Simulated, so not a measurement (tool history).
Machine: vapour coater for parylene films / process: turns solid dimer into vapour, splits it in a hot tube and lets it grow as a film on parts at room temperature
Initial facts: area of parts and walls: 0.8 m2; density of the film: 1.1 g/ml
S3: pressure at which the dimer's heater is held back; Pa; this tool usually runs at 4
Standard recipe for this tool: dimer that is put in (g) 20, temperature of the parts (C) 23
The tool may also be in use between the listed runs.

Run 1, hour 0: usual settings. Result: thickness of the film (µm) 14.1.
Run 2, hour 19.7: usual settings. Result: thickness of the film (µm) 14.15.
Run 3, hour 29.6: usual settings. Result: thickness of the film (µm) 14.33.
Run 4, hour 44.5: usual settings but dimer that is put in (g) 9. Result: thickness of the film (µm) 6.46.
Run 5, hour 55.1: usual settings. Result: thickness of the film (µm) 13.83.
Run 6, hour 73.7: usual settings. Result: thickness of the film (µm) 14.07.
Run 7, hour 88.3: usual settings. Result: thickness of the film (µm) 13.87.
Run 8, hour 107.6: usual settings but temperature of the parts (C) 19. Result: thickness of the film (µm) 16.95.
Run 9, hour 125.9: usual settings but dimer that is put in (g) 29, temperature of the parts (C) 19. Result: thickness of the film (µm) 24.24.
Run 10, hour 138.5: usual settings but temperature of the parts (C) 15. Result: thickness of the film (µm) 19.89.
Run 11, hour 151.6: usual settings but dimer that is put in (g) 28. Result: thickness of the film (µm) 19.29.
Run 12, hour 161.8: usual settings but dimer that is put in (g) 28. Result: thickness of the film (µm) 19.32.
Run 13, hour 171.4: usual settings but dimer that is put in (g) 28. Result: thickness of the film (µm) 18.95.
Run 14, hour 186.9: usual settings but dimer that is put in (g) 28. Result: thickness of the film (µm) 19.13.
Run 15, hour 205.4: usual settings but dimer that is put in (g) 12, temperature of the parts (C) 16, S3 5.76 Pa. Result: thickness of the film (µm) 10.51.
Run 16, hour 219: usual settings but dimer that is put in (g) 15, temperature of the parts (C) 31, S3 4.74 Pa. Result: thickness of the film (µm) 6.5.
Run 17, hour 227.5: usual settings but dimer that is put in (g) 15, temperature of the parts (C) 31, S3 4.74 Pa. Result: thickness of the film (µm) 6.53.
Run 18, hour 245.4: usual settings but dimer that is put in (g) 31, temperature of the parts (C) 26, S3 7.22 Pa. Result: thickness of the film (µm) 15.39.
Run 19, hour 255.1: usual settings but dimer that is put in (g) 11, temperature of the parts (C) 16, S3 7.22 Pa. Result: thickness of the film (µm) 9.13.
Run 20, hour 265.1: usual settings but S3 3.32 Pa. Result: thickness of the film (µm) 13.82.
Run 21, hour 282.5: usual settings but S3 3.32 Pa. Result: thickness of the film (µm) 13.8.
Run 22, hour 292.9: usual settings but dimer that is put in (g) 8, temperature of the parts (C) 26, S3 8.01 Pa. Result: thickness of the film (µm) 3.86.
Run 23, hour 313: usual settings but dimer that is put in (g) 8, temperature of the parts (C) 20, S3 2.17 Pa. Result: thickness of the film (µm) 7.03.
Run 24, hour 330.4: usual settings. Result: thickness of the film (µm) 13.07.
Run 25, hour 353.5: usual settings. Result: thickness of the film (µm) 14.74.
Run 26, hour 362.4: usual settings. Result: thickness of the film (µm) 15.07.

Missing from the log above: 1 entry noted between runs. For each, name the pair of listed runs it sits between and say how the tool's hidden condition differs from the listed run just before to the listed run just after:
Runs 24 to 25: trap's valve overhauled (hour 336.5)
  vapour lost through the trap's worn valve, %: 14.2 -> 1.4; true temperature of the parts over the reading, C: 0.15 -> 0.16
  the result without the hidden state subtracted from the measured one, thickness of the film (µm): -2.27 -> -0.32
